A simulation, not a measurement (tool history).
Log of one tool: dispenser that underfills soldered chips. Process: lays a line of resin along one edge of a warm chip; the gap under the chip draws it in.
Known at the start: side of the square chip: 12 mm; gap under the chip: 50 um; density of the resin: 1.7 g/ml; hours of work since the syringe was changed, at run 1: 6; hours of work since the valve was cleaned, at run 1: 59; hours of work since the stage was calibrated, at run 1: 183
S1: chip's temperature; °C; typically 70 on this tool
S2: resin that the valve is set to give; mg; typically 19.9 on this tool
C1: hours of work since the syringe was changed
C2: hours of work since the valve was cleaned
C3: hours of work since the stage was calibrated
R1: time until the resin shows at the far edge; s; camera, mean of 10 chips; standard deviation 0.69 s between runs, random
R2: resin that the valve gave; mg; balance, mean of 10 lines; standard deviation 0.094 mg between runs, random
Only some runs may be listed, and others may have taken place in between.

Run 1, hour 0: usual settings; C1 6; C2 59; C3 183. Result: R1 80.3 s, R2 19.18 mg.
Run 2, hour 4.9: usual settings; C1 10; C2 63; C3 187. Result: R1 89.2 s, R2 19.4 mg.
At hour 6.2: new syringe of resin.
Run 3, hour 10.2: usual settings but S1 74 °C; C1 3; C2 67; C3 190. Result: R1 59.4 s, R2 19.05 mg.
Run 4, hour 15.2: usual settings but S1 74 °C; C1 7; C2 70; C3 194. Result: R1 66.5 s, R2 19.16 mg.
At hour 21.2: new syringe of resin.
Run 5, hour 22.2: usual settings; C1 1; C2 75; C3 199. Result: R1 67.5 s, R2 19.19 mg.
Run 6, hour 26.2: usual settings; C1 4; C2 78; C3 202. Result: R1 74.7 s, R2 18.94 mg.
Run 7, hour 32.8: usual settings; C1 9; C2 83; C3 207. Result: R1 85.8 s, R2 18.86 mg.
At hour 36.1: new syringe of resin.
Run 8, hour 37.4: usual settings; C1 1; C2 86; C3 210. Result: R1 70 s, R2 19.07 mg.
Run 9, hour 42: usual settings; C1 4; C2 90; C3 213. Result: R1 77.8 s, R2 18.81 mg.
Run 10, hour 49.4: usual settings but S2 19.3 mg; C1 10; C2 95; C3 219. Result: R1 93.3 s, R2 18.45 mg.
At hour 50.9: new syringe of resin.
Run 11, hour 55.1: usual settings; C1 3; C2 99; C3 223. Result: R1 72 s, R2 18.75 mg.
Run 12, hour 60.8: usual settings; C1 7; C2 103; C3 227. Result: R1 83.4 s, R2 18.76 mg.
At hour 66: new syringe of resin.
Run 13, hour 67: usual settings but S2 21.8 mg; C1 1; C2 108; C3 231. Result: R1 65.5 s, R2 20.36 mg.
Run 14, hour 70.1: usual settings but S2 21.8 mg; C1 3; C2 110; C3 234. Result: R1 72.3 s, R2 20.63 mg.
Run 15, hour 74.4: usual settings; C1 6; C2 113; C3 237. Result: R1 80.4 s, R2 18.56 mg.
At hour 80.7: new syringe of resin.
Run 16, hour 81.1: usual settings; C1 0; C2 118; C3 242. Result: R1 68.1 s, R2 18.72 mg.
Run 17, hour 85: usual settings; C1 3; C2 121; C3 244. Result: R1 73.3 s, R2 18.52 mg.
Run 18, hour 92.4: usual settings but S2 18.5 mg; C1 9; C2 126; C3 250. Result: R1 90.1 s, R2 17.19 mg.
At hour 94.7: dispensing valve cleaned and set on the balance.
At hour 96.3: new syringe of resin.
Run 19, hour 99.3: usual settings but S2 18.5 mg; C1 2; C2 3; C3 254. Result: R1 70.5 s, R2 18.46 mg.
Run 20, hour 103.5: usual settings but S1 60 °C, S2 20.5 mg; C1 5; C2 6; C3 257. Result: R1 124.6 s, R2 20.6 mg.
Run 21, hour 108.4: usual settings but S1 55 °C, S2 21.5 mg; C1 9; C2 10; C3 261. Result: R1 179.4 s, R2 21.51 mg.
At hour 111.1: new syringe of resin.
Run 22, hour 116: usual settings but S1 63 °C, S2 19.4 mg; C1 4; C2 15; C3 266. Result: R1 102.1 s, R2 19.28 mg.
Run 23, hour 121: usual settings but S1 65 °C, S2 25.9 mg; C1 7; C2 19; C3 270. Result: R1 104.4 s, R2 25.74 mg.
At hour 126: new syringe of resin.
Run 24, hour 128: usual settings but S1 75 °C, S2 25.4 mg; C1 2; C2 24; C3 275. Result: R1 53.3 s, R2 25.21 mg.
Run 25, hour 135.1: usual settings but S1 81 °C, S2 24.5 mg; C1 7; C2 29; C3 280. Result: R1 50.8 s, R2 24.08 mg.
At hour 140.8: new syringe of resin.
Run 26, hour 141.6: usual settings but S1 81 °C, S2 24.5 mg; C1 1; C2 34; C3 285. Result: R1 40.9 s, R2 23.95 mg.
Run 27, hour 146.6: usual settings but S1 64 °C, S2 20.8 mg; C1 4; C2 37; C3 288. Result: R1 100.1 s, R2 20.62 mg.
Run 28, hour 152.9: usual settings but S1 73 °C, S2 18.7 mg; C1 9; C2 42; C3 293. Result: R1 78.4 s, R2 18.17 mg.
At hour 155.7: new syringe of resin.
Run 29, hour 159: usual settings but S1 81 °C, S2 25.8 mg; C1 2; C2 46; C3 297. Result: R1 43.4 s, R2 25.18 mg.
Run 30, hour 164.6: usual settings but S2 19.7 mg; C1 7; C2 51; C3 301. Result: R1 82.5 s, R2 19.21 mg.
At hour 170.3: new syringe of resin.
Run 31, hour 171.7: usual settings but S1 58 °C, S2 17.2 mg; C1 1; C2 56; C3 306. Result: R1 123.7 s, R2 16.66 mg.
Run 32, hour 177.8: usual settings but S1 66 °C, S2 21.2 mg; C1 6; C2 60; C3 311. Result: R1 94.1 s, R2 20.5 mg.
Run 33, hour 180.9: usual settings but S1 63 °C, S2 22.3 mg; C1 8; C2 62; C3 313. Result: R1 115.6 s, R2 21.58 mg.
At hour 185: new syringe of resin.
Run 34, hour 188.1: usual settings but S1 55 °C, S2 22.3 mg; C1 2; C2 67; C3 318. Result: R1 144.8 s, R2 21.42 mg.
Run 35, hour 192.6: usual settings but S1 58 °C, S2 22.3 mg; C1 6; C2 71; C3 322. Result: R1 138 s, R2 21.28 mg.
Run 36, hour 198: usual settings but S1 57 °C, S2 17.7 mg; C1 10; C2 75; C3 326. Result: R1 175 s, R2 16.88 mg.

Below, some changes in R1 between adjacent runs. For each, the amount present without the hidden state too (settings, incoming material, random variation) and the amount remaining for the hidden state with gauge scatter not shared by both compared results:
What the log doesn't record here: resin's viscosity, % of fresh resin's; dose that the valve gives, % of what is set; true chip temperature over the reading, C; drift of the gauge itself on fill_s, %; drift of the gauge itself on given_mg, %.
Run 20 -> 21: S1 60 -> 55, S2 20.5 -> 21.5. R1 +54.8 s: hidden state +27.3, all else +27.5.
Run 21 -> 22: S1 55 -> 63, S2 21.5 -> 19.4, new syringe of resin. R1 -77.3 s: hidden state -35.6, all else -41.7.
Run 26 -> 27: S1 81 -> 64, S2 24.5 -> 20.8. R1 +59.2 s: hidden state +14.8, all else +44.4.
Run 35 -> 36: S1 58 -> 57, S2 22.3 -> 17.7. R1 +37 s: hidden state +26.1, all else +10.9.
